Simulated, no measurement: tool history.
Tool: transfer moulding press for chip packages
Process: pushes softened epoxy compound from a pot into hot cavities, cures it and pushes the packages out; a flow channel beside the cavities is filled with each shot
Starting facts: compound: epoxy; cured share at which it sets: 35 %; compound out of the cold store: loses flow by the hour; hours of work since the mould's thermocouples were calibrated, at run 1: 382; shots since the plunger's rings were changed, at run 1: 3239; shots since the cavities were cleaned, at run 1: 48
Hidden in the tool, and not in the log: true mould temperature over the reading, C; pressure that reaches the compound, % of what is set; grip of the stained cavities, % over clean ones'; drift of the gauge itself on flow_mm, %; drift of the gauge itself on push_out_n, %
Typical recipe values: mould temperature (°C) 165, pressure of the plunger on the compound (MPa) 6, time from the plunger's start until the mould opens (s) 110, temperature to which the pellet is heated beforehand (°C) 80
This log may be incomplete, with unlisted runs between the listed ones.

| run | hour | mould temperature (°C) | pressure of the plunger on the compound (MPa) | time from the plunger's start until the mould opens (s) | temperature to which the pellet is heated beforehand (°C) | hours of work since the mould's thermocouples were calibrated | shots since the plunger's rings were changed | shots since the cavities were cleaned | incoming compound's hours out of the cold store | length that the compound runs in the flow channel (mm) | greatest force on the pins that push the packages out (N) |
|---|---|---|---|---|---|---|---|---|---|---|---|
| 1 | 0 | 165 | 6 | 110 | 80 | 382 | 3239 | 48 | 37.3 | 565 | 628 |
| 2 | 14.2 | 165 | 6 | 110 | 80 | 393 | 3414 | 223 | 42.5 | 551 | 823 |
| 3 | 24.4 | 166 | 6 | 110 | 80 | 400 | 3539 | 348 | 10.2 | 610 | 909 |
| 4 | 37.6 | 165 | 6 | 110 | 80 | 410 | 3701 | 510 | 37 | 563 | 1035 |
| 5 | 54.5 | 165 | 6 | 146 | 80 | 423 | 3908 | 717 | 31.2 | 570 | 896 |
| 6 | 64.7 | 165 | 6 | 110 | 73 | 430 | 4033 | 842 | 24.4 | 578 | 1154 |
|  | 75.3 | cavities cleaned with cleaning compound and waxed |
| 7 | 80.9 | 165 | 6 | 110 | 73 | 441 | 4214 | 69 | 26 | 582 | 664 |
| 8 | 89.2 | 165 | 6 | 110 | 84 | 447 | 4316 | 171 | 21.9 | 574 | 802 |
| 9 | 103.3 | 165 | 6 | 110 | 75 | 458 | 4489 | 344 | 32.7 | 556 | 950 |
| 10 | 114.8 | 165 | 6 | 110 | 75 | 466 | 4631 | 486 | 8.1 | 603 | 1064 |
| 11 | 125 | 165 | 6 | 110 | 80 | 474 | 4755 | 610 | 10.1 | 597 | 1086 |
| 12 | 143 | 165 | 6 | 110 | 80 | 487 | 4976 | 831 | 38.8 | 539 | 1121 |
|  | 154.6 | cavities cleaned with cleaning compound and waxed |
| 13 | 157.2 | 165 | 6 | 110 | 80 | 496 | 5132 | 32 | 12.6 | 586 | 615 |
| 14 | 170.1 | 165 | 6 | 110 | 80 | 506 | 5291 | 191 | 36.5 | 540 | 803 |
| 15 | 184.9 | 165 | 6 | 110 | 80 | 517 | 5472 | 372 | 44.2 | 521 | 972 |
| 16 | 200.4 | 165 | 6 | 110 | 80 | 528 | 5663 | 563 | 23 | 556 | 1079 |
| 17 | 211.1 | 165 | 6 | 110 | 80 | 536 | 5794 | 694 | 47.4 | 520 | 1088 |
|  | 222.5 | mould's thermocouples calibrated |
| 18 | 224.2 | 165 | 6 | 110 | 80 | 1 | 5930 | 830 | 29.4 | 538 | 1050 |
|  | 232.5 | plunger's sealing rings changed |
|  | 238.2 | cavities cleaned with cleaning compound and waxed |
| 19 | 246.9 | 165 | 7.01 | 110 | 72 | 15 | 158 | 108 | 14.8 | 689 | 720 |
| 20 | 260 | 166 | 6.39 | 114 | 84 | 25 | 318 | 268 | 39.5 | 604 | 756 |
| 21 | 278.7 | 165 | 6.55 | 118 | 80 | 39 | 548 | 498 | 29.1 | 628 | 909 |
| 22 | 294.8 | 165 | 6.01 | 142 | 80 | 50 | 746 | 696 | 12.5 | 635 | 887 |
| 23 | 307.6 | 165 | 6.01 | 142 | 80 | 60 | 903 | 853 | 12.7 | 640 | 958 |
|  | 318 | cavities cleaned with cleaning compound and waxed |
| 24 | 324.7 | 165 | 6.01 | 142 | 80 | 71 | 1095 | 83 | 11.4 | 631 | 557 |
| 25 | 338.6 | 166 | 5.76 | 110 | 80 | 82 | 1266 | 254 | 18.4 | 602 | 801 |
| 26 | 348.8 | 166 | 5.76 | 110 | 80 | 89 | 1390 | 378 | 12.6 | 608 | 923 |
| 27 | 361 | 168 | 5.56 | 110 | 73 | 98 | 1541 | 529 | 32.3 | 558 | 929 |
| 28 | 370.5 | 160 | 6 | 110 | 79 | 105 | 1657 | 645 | 22.2 | 624 | 1463 |

5 options for the next run, each taken on its own from the tool as it stands now. Forecast them:
| A | 381.3 | 160 | 5.38 | 104 | 85 | 113 | 1790 | 778 | 9.4 | ? | ? |
| B | 381.3 | 165 | 5.47 | 110 | 80 | 113 | 1790 | 778 | 12.5 | ? | ? |
| C | 381.3 | 165 | 6 | 110 | 80 | 113 | 1790 | 778 | 33.9 | ? | ? |
| D | 381.3 | 165 | 7.29 | 135 | 72 | 113 | 1790 | 778 | 36.6 | ? | ? |
| E | 381.3 | 165 | 5.83 | 110 | 80 | 113 | 1790 | 778 | 39.2 | ? | ? |

| run | length that the compound runs in the flow channel (mm) | greatest force on the pins that push the packages out (N) |
|---|---|---|
| A | 614 | 1723 |
| B | 598 | 1085 |
| C | 582 | 1082 |
| D | 640 | 960 |
| E | 566 | 1045 |
Without the tool's hidden state the same runs would have given:
| run | length that the compound runs in the flow channel (mm) | greatest force on the pins that push the packages out (N) |
|---|---|---|
| A | 637 | 840 |
| B | 620 | 520 |
| C | 603 | 522 |
| D | 664 | 460 |
| E | 587 | 504 |
